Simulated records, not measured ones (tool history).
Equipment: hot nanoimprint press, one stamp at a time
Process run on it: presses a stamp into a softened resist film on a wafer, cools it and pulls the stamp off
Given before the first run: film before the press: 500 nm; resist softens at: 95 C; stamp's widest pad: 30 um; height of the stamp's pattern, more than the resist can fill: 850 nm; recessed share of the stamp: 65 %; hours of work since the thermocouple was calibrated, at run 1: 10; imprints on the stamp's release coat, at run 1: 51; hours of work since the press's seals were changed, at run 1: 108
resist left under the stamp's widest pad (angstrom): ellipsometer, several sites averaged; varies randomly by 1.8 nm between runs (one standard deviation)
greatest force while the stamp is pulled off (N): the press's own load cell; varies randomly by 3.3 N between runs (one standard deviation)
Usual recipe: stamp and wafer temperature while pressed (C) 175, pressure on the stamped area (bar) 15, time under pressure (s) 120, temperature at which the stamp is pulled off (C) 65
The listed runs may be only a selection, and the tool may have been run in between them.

run	day	stamp and wafer temperature while pressed (C)	pressure on the stamped area (bar)	time under pressure (s)	temperature at which the stamp is pulled off (C)	hours of work since the thermocouple was calibrated	imprints on the stamp's release coat	hours of work since the press's seals were changed	resist left under the stamp's widest pad (angstrom)	greatest force while the stamp is pulled off (N)
1	0	175	15	120	65	10	51	108	2864	157
2	1.096	175	15	120	61	26	127	123	2888	165
3	1.958	175	15	120	61	38	186	135	2870	171
4	3.996	175	15	120	61	67	326	164	2895	177
5	5.108	175	15	120	65	82	403	180	2854	171
6	6.521	175	15	120	65	102	500	200	2841	176
7	7.425	175	15	120	65	115	562	212	2836	180
8	8.725	175	15	120	65	133	651	231	2817	186
# day 9.021: plate thermocouple calibrated
9	9.692	175	15	120	65	9	709	243	2814	184
10	11.517	175	15	120	65	35	835	268	2834	193
11	12.55	175	15	120	65	50	906	283	2829	198
12	13.475	175	15	102	65	63	969	296	2991	196
13	14.45	175	15	102	65	76	1036	310	2938	209
14	16.183	175	15	102	65	101	1155	334	2959	204
15	17.908	175	15	102	65	125	1274	358	2926	215
16	19.221	175	15	175	66	144	1364	377	2485	215
# day 19.996: plate thermocouple calibrated, once more
17	21.125	175	15	175	66	16	1487	402	2566	223
18	23.088	175	15	175	66	44	1622	429	2560	228
19	24.35	175	10.1	106	68	61	1708	447	3488	236
20	25.546	175	15	106	65	78	1791	464	2992	242
# day 27.217: stamp cleaned and given a new release coat
21	27.358	183	15	106	65	100	10	486	2297	156
22	28.846	184	14.1	194	65	121	112	507	1866	160
23	30.712	182	14.1	194	65	147	240	533	1990	166
24	32.696	169	14.1	82	65	175	377	561	3786	174
25	34.588	169	10.2	82	53	202	507	588	4156	203
26	35.996	175	13.5	120	69	222	604	608	2956	167
27	37.15	186	19.7	186	68	238	683	624	1428	176
28	39.158	186	19.7	80	51	266	821	652	1940	230
29	40.888	186	14.5	99	50	291	940	676	2094	248

What if the next run were any one of these 5? Each begins from the tool's condition after run 29:
# day 41.642: plate thermocouple calibrated
A	42.125	186	13.1	99	50	7	1016	692	?	?
# day 41.642: plate thermocouple calibrated
B	42.125	186	20	99	50	7	1016	692	?	?
# day 41.642: plate thermocouple calibrated
C	42.125	171	21.2	99	62	7	1016	692	?	?
# day 41.642: plate thermocouple calibrated
D	42.125	186	22.6	81	52	7	1016	692	?	?
# day 41.642: plate thermocouple calibrated
E	42.125	172	14.5	74	71	7	1016	692	?	?

run	resist left under the stamp's widest pad (angstrom)	greatest force while the stamp is pulled off (N)
A	2328	255
B	1872	255
C	3027	202
D	1893	234
E	3633	190
With no hidden state in the tool, these same runs would have given:
run	resist left under the stamp's widest pad (angstrom)	greatest force while the stamp is pulled off (N)
A	2282	193
B	1823	194
C	2955	153
D	1839	178
E	3579	145
